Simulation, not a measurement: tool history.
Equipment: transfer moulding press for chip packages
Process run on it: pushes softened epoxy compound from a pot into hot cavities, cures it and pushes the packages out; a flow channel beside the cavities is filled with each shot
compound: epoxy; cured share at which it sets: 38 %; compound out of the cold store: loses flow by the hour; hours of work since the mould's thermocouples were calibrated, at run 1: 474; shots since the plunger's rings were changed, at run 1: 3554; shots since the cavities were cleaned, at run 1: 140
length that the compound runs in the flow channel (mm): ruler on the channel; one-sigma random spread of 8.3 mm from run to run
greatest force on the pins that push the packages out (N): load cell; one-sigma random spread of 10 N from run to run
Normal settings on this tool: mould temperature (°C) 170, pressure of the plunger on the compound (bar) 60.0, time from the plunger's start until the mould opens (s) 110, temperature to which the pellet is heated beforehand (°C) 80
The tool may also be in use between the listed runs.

run,day,mould temperature (°C),pressure of the plunger on the compound (bar),time from the plunger's start until the mould opens (s),temperature to which the pellet is heated beforehand (°C),hours of work since the mould's thermocouples were calibrated,shots since the plunger's rings were changed,shots since the cavities were cleaned,incoming compound's hours out of the cold store,length that the compound runs in the flow channel (mm),greatest force on the pins that push the packages out (N)
1,0.000,170,60.0,110,80,474,3554,140,12.4,1002,473
2,1.192,170,60.0,110,83,490,3826,412,38.2,868,459
3,2.033,170,60.0,110,80,502,4017,603,42.0,846,491
# day 2.546: cavities cleaned with cleaning compound and waxed
4,3.125,170,60.0,144,80,517,4252,132,35.0,884,439
# day 3.817: plunger's sealing rings changed
5,3.921,170,60.0,144,80,526,23,289,46.9,828,431
6,4.942,170,60.0,144,80,541,256,522,28.0,931,446
7,5.525,170,60.0,144,80,549,389,655,48.0,831,443
# day 5.733: cavities cleaned with cleaning compound and waxed
8,6.471,170,60.0,144,80,561,591,169,45.8,832,444
9,7.079,170,60.0,144,80,570,729,307,35.4,884,443
10,7.867,170,60.0,144,80,581,909,487,41.6,845,453
11,8.517,170,60.0,144,90,590,1057,635,29.4,912,453
# day 8.804: cavities cleaned with cleaning compound and waxed
12,9.200,170,60.0,144,90,599,1199,91,10.6,1029,444
13,10.075,170,60.0,144,90,611,1398,290,41.0,851,440
14,10.946,170,60.0,144,76,623,1597,489,8.6,1037,443
# day 11.888: cavities cleaned with cleaning compound and waxed
15,11.888,170,53.9,114,80,635,1797,0,25.5,878,454
16,12.633,170,60.0,110,89,646,1967,170,24.3,933,476
17,13.942,162,72.0,112,80,664,2265,468,45.1,951,605
# day 14.962: cavities cleaned with cleaning compound and waxed
18,14.983,176,66.3,146,80,678,2488,5,37.6,885,444
19,15.633,176,66.3,146,80,687,2637,154,37.9,888,439
20,16.779,170,60.0,110,81,703,2897,414,22.9,953,461
# day 18.046: cavities cleaned with cleaning compound and waxed
21,18.046,170,60.0,120,81,720,3172,0,10.7,1012,432
22,18.579,170,60.0,120,81,727,3294,122,37.7,867,455
23,19.554,164,45.2,110,80,741,3516,344,47.2,742,560
24,20.221,164,45.2,133,80,750,3668,496,19.0,885,483
25,20.871,164,45.2,110,82,759,3816,644,14.1,898,584
# day 21.121: cavities cleaned with cleaning compound and waxed
26,21.725,164,45.2,110,82,771,3997,138,45.2,756,549
27,22.479,164,45.2,110,82,781,4169,310,18.1,872,583

Alternative continuations, all from the tool just after run 27; predict every row:
A,23.229,170,45.2,96,86,792,4339,480,46.2,?,?
B,23.229,164,47.4,110,70,792,4339,480,14.5,?,?
C,23.229,170,45.2,110,74,792,4339,480,31.8,?,?
D,23.229,164,45.2,110,79,792,4339,480,47.9,?,?

run,length that the compound runs in the flow channel (mm),greatest force on the pins that push the packages out (N)
A,727,493
B,900,593
C,780,461
D,744,549
Had the tool no hidden state, the same runs would have come out as:
run,length that the compound runs in the flow channel (mm),greatest force on the pins that push the packages out (N)
A,728,489
B,902,588
C,782,457
D,746,544
